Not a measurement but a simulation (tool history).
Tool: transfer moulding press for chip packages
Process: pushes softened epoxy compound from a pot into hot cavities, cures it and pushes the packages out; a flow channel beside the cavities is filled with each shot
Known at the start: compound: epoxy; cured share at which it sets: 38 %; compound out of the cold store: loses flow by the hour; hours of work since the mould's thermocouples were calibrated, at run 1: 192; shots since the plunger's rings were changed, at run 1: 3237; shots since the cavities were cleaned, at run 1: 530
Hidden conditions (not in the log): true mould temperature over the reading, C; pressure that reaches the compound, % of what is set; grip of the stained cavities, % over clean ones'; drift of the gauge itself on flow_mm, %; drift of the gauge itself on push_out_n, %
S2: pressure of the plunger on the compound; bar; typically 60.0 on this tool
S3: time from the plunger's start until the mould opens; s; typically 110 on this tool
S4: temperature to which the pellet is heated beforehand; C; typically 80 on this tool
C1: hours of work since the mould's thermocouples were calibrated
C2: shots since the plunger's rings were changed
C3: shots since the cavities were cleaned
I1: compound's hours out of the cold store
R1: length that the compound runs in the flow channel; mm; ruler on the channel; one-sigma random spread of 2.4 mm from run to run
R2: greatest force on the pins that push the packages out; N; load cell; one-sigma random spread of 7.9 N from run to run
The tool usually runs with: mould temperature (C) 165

{"run": 1, "day": 0.0, "mould temperature (C)": 165, "S2": 60.0, "S3": 110, "S4": 80, "C1": 192, "C2": 3237, "C3": 530, "I1": 10.4, "R1": 645, "R2": 556}
{"run": 2, "day": 0.9, "mould temperature (C)": 165, "S2": 60.0, "S3": 110, "S4": 80, "C1": 201, "C2": 3384, "C3": 677, "I1": 20.2, "R1": 614, "R2": 577}
{"run": 3, "day": 1.733, "mould temperature (C)": 165, "S2": 60.0, "S3": 110, "S4": 80, "C1": 210, "C2": 3520, "C3": 813, "I1": 34.2, "R1": 572, "R2": 577}
{"run": 4, "day": 2.354, "mould temperature (C)": 165, "S2": 60.0, "S3": 110, "S4": 80, "C1": 216, "C2": 3621, "C3": 914, "I1": 26.9, "R1": 596, "R2": 586}
{"day": 2.608, "done": "cavities cleaned with cleaning compound and waxed"}
{"run": 5, "day": 3.375, "mould temperature (C)": 165, "S2": 60.0, "S3": 110, "S4": 80, "C1": 226, "C2": 3778, "C3": 125, "I1": 23.3, "R1": 604, "R2": 430}
{"run": 6, "day": 4.017, "mould temperature (C)": 165, "S2": 60.0, "S3": 101, "S4": 78, "C1": 233, "C2": 3882, "C3": 229, "I1": 28.7, "R1": 586, "R2": 533}
{"day": 4.317, "done": "plunger's sealing rings changed"}
{"run": 7, "day": 4.908, "mould temperature (C)": 165, "S2": 56.5, "S3": 119, "S4": 78, "C1": 241, "C2": 96, "C3": 358, "I1": 37.6, "R1": 561, "R2": 497}
{"run": 8, "day": 5.75, "mould temperature (C)": 165, "S2": 56.5, "S3": 119, "S4": 78, "C1": 250, "C2": 233, "C3": 495, "I1": 39.8, "R1": 556, "R2": 516}
{"run": 9, "day": 6.204, "mould temperature (C)": 163, "S2": 53.9, "S3": 96, "S4": 78, "C1": 254, "C2": 307, "C3": 569, "I1": 45.0, "R1": 536, "R2": 720}
{"run": 10, "day": 7.067, "mould temperature (C)": 171, "S2": 67.8, "S3": 110, "S4": 80, "C1": 263, "C2": 448, "C3": 710, "I1": 19.8, "R1": 654, "R2": 539}

What if the next run were any one of these 4? Each begins from the tool's condition after run 10:
{"run": "A", "day": 7.625, "mould temperature (C)": 165, "S2": 47.1, "S3": 104, "S4": 80, "C1": 269, "C2": 539, "C3": 801, "I1": 31.1, "R1": "?", "R2": "?"}
{"run": "B", "day": 7.625, "mould temperature (C)": 165, "S2": 53.9, "S3": 110, "S4": 85, "C1": 269, "C2": 539, "C3": 801, "I1": 33.5, "R1": "?", "R2": "?"}
{"run": "C", "day": 7.625, "mould temperature (C)": 165, "S2": 58.6, "S3": 111, "S4": 76, "C1": 269, "C2": 539, "C3": 801, "I1": 32.2, "R1": "?", "R2": "?"}
{"run": "D", "day": 7.625, "mould temperature (C)": 165, "S2": 60.0, "S3": 110, "S4": 73, "C1": 269, "C2": 539, "C3": 801, "I1": 19.1, "R1": "?", "R2": "?"}

run=A R1=529 R2=618
run=B R1=558 R2=599
run=C R1=590 R2=589
run=D R1=635 R2=605
Take away the tool's hidden state, keep each run's random variation, and the runs would have read:
run=A R1=530 R2=347
run=B R1=560 R2=338
run=C R1=591 R2=332
run=D R1=637 R2=342
